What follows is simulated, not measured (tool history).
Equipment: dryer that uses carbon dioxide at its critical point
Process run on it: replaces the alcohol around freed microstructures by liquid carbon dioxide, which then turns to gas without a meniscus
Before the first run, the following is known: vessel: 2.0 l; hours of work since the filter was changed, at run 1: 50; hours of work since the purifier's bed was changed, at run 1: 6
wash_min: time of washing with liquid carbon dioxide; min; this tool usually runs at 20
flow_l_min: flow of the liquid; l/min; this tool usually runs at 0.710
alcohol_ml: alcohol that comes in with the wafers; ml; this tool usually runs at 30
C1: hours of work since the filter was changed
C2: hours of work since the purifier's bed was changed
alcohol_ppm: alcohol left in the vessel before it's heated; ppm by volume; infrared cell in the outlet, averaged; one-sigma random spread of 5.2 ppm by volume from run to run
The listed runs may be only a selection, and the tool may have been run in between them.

run 1 hour=0.0 | wash_min=20 flow_l_min=0.710 alcohol_ml=30 | C1=50 C2=6 | alcohol_ppm=104
run 2 hour=12.0 | wash_min=20 flow_l_min=0.710 alcohol_ml=30 | C1=56 C2=13 | alcohol_ppm=107
run 3 hour=29.2 | wash_min=20 flow_l_min=0.710 alcohol_ml=105 | C1=66 C2=23 | alcohol_ppm=343
run 4 hour=43.5 | wash_min=20 flow_l_min=0.710 alcohol_ml=105 | C1=74 C2=31 | alcohol_ppm=346
run 5 hour=55.4 | wash_min=20 flow_l_min=0.710 alcohol_ml=76 | C1=81 C2=37 | alcohol_ppm=264
run 6 hour=63.5 | wash_min=20 flow_l_min=0.710 alcohol_ml=76 | C1=85 C2=42 | alcohol_ppm=260
run 7 hour=81.3 | wash_min=20 flow_l_min=0.710 alcohol_ml=76 | C1=95 C2=52 | alcohol_ppm=264
run 8 hour=97.8 | wash_min=20 flow_l_min=0.710 alcohol_ml=76 | C1=104 C2=61 | alcohol_ppm=263
run 9 hour=109.5 | wash_min=20 flow_l_min=0.710 alcohol_ml=76 | C1=111 C2=68 | alcohol_ppm=266
run 10 hour=124.6 | wash_min=20 flow_l_min=0.710 alcohol_ml=30 | C1=119 C2=76 | alcohol_ppm=110
run 11 hour=140.4 | wash_min=29 flow_l_min=0.882 alcohol_ml=31 | C1=128 C2=85 | alcohol_ppm=5
run 12 hour=156.8 | wash_min=22 flow_l_min=0.728 alcohol_ml=67 | C1=137 C2=94 | alcohol_ppm=136
run 13 hour=173.4 | wash_min=22 flow_l_min=0.728 alcohol_ml=67 | C1=146 C2=103 | alcohol_ppm=131
run 14 hour=184.8 | wash_min=20 flow_l_min=0.860 alcohol_ml=64 | C1=153 C2=110 | alcohol_ppm=94
run 15 hour=201.2 | wash_min=20 flow_l_min=0.860 alcohol_ml=64 | C1=162 C2=119 | alcohol_ppm=92
run 16 hour=213.2 | wash_min=28 flow_l_min=0.436 alcohol_ml=31 | C1=169 C2=126 | alcohol_ppm=264
run 17 hour=223.4 | wash_min=26 flow_l_min=0.887 alcohol_ml=114 | C1=174 C2=131 | alcohol_ppm=38
run 18 hour=231.1 | wash_min=26 flow_l_min=0.887 alcohol_ml=114 | C1=179 C2=136 | alcohol_ppm=32
run 19 hour=242.9 | wash_min=26 flow_l_min=0.735 alcohol_ml=114 | C1=185 C2=142 | alcohol_ppm=93

Branching from run 19: 3 alternative next runs. What would each branch give?
run A hour=257.3 | wash_min=26 flow_l_min=0.735 alcohol_ml=52 | C1=193 C2=150 | alcohol_ppm=?
run B hour=257.3 | wash_min=19 flow_l_min=0.722 alcohol_ml=59 | C1=193 C2=150 | alcohol_ppm=?
run C hour=257.3 | wash_min=13 flow_l_min=1.000 alcohol_ml=114 | C1=193 C2=150 | alcohol_ppm=?

run=A alcohol_ppm=44
run=B alcohol_ppm=263
run=C alcohol_ppm=613
Without the tool's unlogged condition, the same runs would have read:
run=A alcohol_ppm=26
run=B alcohol_ppm=212
run=C alcohol_ppm=510
